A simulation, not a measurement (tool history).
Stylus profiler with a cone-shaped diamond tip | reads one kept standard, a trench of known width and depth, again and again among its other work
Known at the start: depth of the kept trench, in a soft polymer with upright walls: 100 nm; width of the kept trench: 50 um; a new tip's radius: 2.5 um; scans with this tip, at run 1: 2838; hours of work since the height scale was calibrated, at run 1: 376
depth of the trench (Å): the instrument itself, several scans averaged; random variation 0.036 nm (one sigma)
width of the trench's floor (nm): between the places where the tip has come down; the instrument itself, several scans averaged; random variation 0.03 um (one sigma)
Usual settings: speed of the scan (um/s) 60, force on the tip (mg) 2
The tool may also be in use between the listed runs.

| run | hour | speed of the scan (um/s) | force on the tip (mg) | scans with this tip | hours of work since the height scale was calibrated | depth of the trench (Å) | width of the trench's floor (nm) |
|---|---|---|---|---|---|---|---|
| 1 | 0 | 60 | 2 | 2838 | 376 | 1009.2 | 47830 |
| 2 | 44.9 | 20 | 2 | 3109 | 412 | 1008.5 | 48070 |
| 3 | 101.4 | 20 | 2 | 3449 | 457 | 1008.9 | 48020 |
| 4 | 137.4 | 60 | 2 | 3666 | 486 | 1008.6 | 47700 |
| 5 | 198.7 | 60 | 2 | 4035 | 535 | 1008.5 | 47780 |
| 6 | 229.1 | 26 | 2 | 4219 | 559 | 1009.1 | 47950 |
| 7 | 265.1 | 26 | 2 | 4435 | 588 | 1008.9 | 47940 |
| 8 | 326.7 | 26 | 2 | 4807 | 637 | 1008.6 | 47900 |
| 9 | 372.9 | 26 | 2 | 5085 | 674 | 1009.5 | 47840 |
| 10 | 414.6 | 26 | 2 | 5336 | 707 | 1009.2 | 47840 |
| 11 | 476.6 | 26 | 2 | 5710 | 757 | 1009.1 | 47840 |
|  | 480.8 | height scale calibrated on a step standard |
| 12 | 521.3 | 23 | 0.76 | 5976 | 32 | 1005.4 | 47680 |
| 13 | 583.4 | 235 | 1.09 | 6350 | 82 | 1007.7 | 45980 |
|  | 588.5 | height scale calibrated on a step standard, once more |
| 14 | 643.7 | 62 | 1.09 | 6710 | 44 | 1004.8 | 47400 |
| 15 | 679.9 | 33 | 1.49 | 6928 | 73 | 1006 | 47600 |
| 16 | 707.6 | 164 | 2.22 | 7095 | 95 | 1007.7 | 46860 |
| 17 | 773.4 | 32 | 0.74 | 7492 | 148 | 1003.9 | 47510 |
| 18 | 829.3 | 55 | 2.02 | 7828 | 192 | 1007 | 47410 |
| 19 | 895.7 | 55 | 2.02 | 8228 | 245 | 1007.7 | 47400 |

Forecast each of these 5 alternatives for the next run:
| A | 927.5 | 114 | 0.81 | 8420 | 271 | ? | ? |
| B | 927.5 | 150 | 1.06 | 8420 | 271 | ? | ? |
| C | 927.5 | 180 | 4.77 | 8420 | 271 | ? | ? |
| D | 927.5 | 204 | 4.5 | 8420 | 271 | ? | ? |
| E | 927.5 | 61 | 2.94 | 8420 | 271 | ? | ? |

| run | depth of the trench (Å) | width of the trench's floor (nm) |
|---|---|---|
| A | 1004 | 46560 |
| B | 1005 | 46420 |
| C | 1014.1 | 46970 |
| D | 1013.3 | 46820 |
| E | 1009.9 | 47370 |
Without the tool's hidden state the same runs would have given:
| run | depth of the trench (Å) | width of the trench's floor (nm) |
|---|---|---|
| A | 1004.1 | 47470 |
| B | 1005.1 | 47330 |
| C | 1014.2 | 47880 |
| D | 1013.5 | 47730 |
| E | 1010 | 48280 |
